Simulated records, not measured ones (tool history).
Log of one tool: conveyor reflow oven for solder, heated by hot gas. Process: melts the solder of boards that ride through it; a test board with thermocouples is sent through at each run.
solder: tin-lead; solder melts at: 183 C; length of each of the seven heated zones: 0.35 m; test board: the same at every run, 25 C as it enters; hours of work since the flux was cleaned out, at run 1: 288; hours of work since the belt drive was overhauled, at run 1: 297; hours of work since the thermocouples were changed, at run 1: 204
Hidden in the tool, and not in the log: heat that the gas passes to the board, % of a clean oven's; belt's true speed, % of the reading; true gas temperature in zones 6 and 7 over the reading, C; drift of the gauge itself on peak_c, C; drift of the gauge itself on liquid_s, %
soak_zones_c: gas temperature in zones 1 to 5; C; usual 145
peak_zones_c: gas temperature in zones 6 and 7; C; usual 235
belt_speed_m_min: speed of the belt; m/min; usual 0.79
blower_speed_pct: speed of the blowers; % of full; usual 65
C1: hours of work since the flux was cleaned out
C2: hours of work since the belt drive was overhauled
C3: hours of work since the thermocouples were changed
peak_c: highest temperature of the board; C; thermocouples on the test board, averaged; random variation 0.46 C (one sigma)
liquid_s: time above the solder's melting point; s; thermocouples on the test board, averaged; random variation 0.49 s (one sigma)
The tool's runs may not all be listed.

run 1 hour=0 | soak_zones_c=145 peak_zones_c=235 belt_speed_m_min=0.79 blower_speed_pct=65 | C1=288 C2=297 C3=204 | peak_c=218.1 liquid_s=42
run 2 hour=9.6 | soak_zones_c=145 peak_zones_c=235 belt_speed_m_min=0.845 blower_speed_pct=65 | C1=294 C2=303 C3=210 | peak_c=215.6 liquid_s=38.4
run 3 hour=16.9 | soak_zones_c=145 peak_zones_c=235 belt_speed_m_min=0.845 blower_speed_pct=65 | C1=299 C2=308 C3=215 | peak_c=215.8 liquid_s=38.7
run 4 hour=21.1 | soak_zones_c=145 peak_zones_c=227 belt_speed_m_min=0.845 blower_speed_pct=65 | C1=302 C2=310 C3=218 | peak_c=208.5 liquid_s=35.1
run 5 hour=27.6 | soak_zones_c=145 peak_zones_c=227 belt_speed_m_min=0.845 blower_speed_pct=65 | C1=306 C2=314 C3=222 | peak_c=208.4 liquid_s=34
-- hour=33.1 flux residue cleaned out of gas plates and filters
run 6 hour=38.2 | soak_zones_c=145 peak_zones_c=227 belt_speed_m_min=0.845 blower_speed_pct=65 | C1=3 C2=318 C3=226 | peak_c=208.6 liquid_s=33.2
run 7 hour=42.4 | soak_zones_c=145 peak_zones_c=238 belt_speed_m_min=0.845 blower_speed_pct=67 | C1=6 C2=321 C3=228 | peak_c=218.1 liquid_s=38.3
run 8 hour=51.9 | soak_zones_c=158 peak_zones_c=224 belt_speed_m_min=0.902 blower_speed_pct=71 | C1=12 C2=327 C3=235 | peak_c=207.5 liquid_s=34.5
run 9 hour=60.3 | soak_zones_c=145 peak_zones_c=244 belt_speed_m_min=0.772 blower_speed_pct=61 | C1=18 C2=332 C3=240 | peak_c=224.3 liquid_s=46.5
run 10 hour=66 | soak_zones_c=145 peak_zones_c=245 belt_speed_m_min=0.772 blower_speed_pct=61 | C1=21 C2=336 C3=244 | peak_c=225.8 liquid_s=45.9
run 11 hour=70.1 | soak_zones_c=145 peak_zones_c=245 belt_speed_m_min=0.772 blower_speed_pct=61 | C1=24 C2=339 C3=246 | peak_c=225.6 liquid_s=46.9
-- hour=77 flux residue cleaned out of gas plates and filters, once more
run 12 hour=83.2 | soak_zones_c=148 peak_zones_c=235 belt_speed_m_min=0.878 blower_speed_pct=84 | C1=4 C2=344 C3=251 | peak_c=220 liquid_s=40.9

How the hidden state differs across the entries between the runs, from the last listed run before each to the first after it:
Between runs 5 and 6: flux residue cleaned out of gas plates and filters (hour 33.1)
  heat that the gas passes to the board, % of a clean oven's: 88.1 -> 85.7; belt's true speed, % of the reading: 99.17 -> 99.16
  measured less the result without the state, peak_c: -3.2 -> -3.8 C; liquid_s: -2.1 -> -2.7 s
Between runs 11 and 12: flux residue cleaned out of gas plates and filters, once more (hour 77)
  heat that the gas passes to the board, % of a clean oven's: 85 -> 99.5; belt's true speed, % of the reading: 99.11 -> 99.09; true gas temperature in zones 6 and 7 over the reading, C: -1.01 -> -1.02
  measured less the result without the state, peak_c: -4.1 -> -0.7 C; liquid_s: -1.4 -> +0.1 s
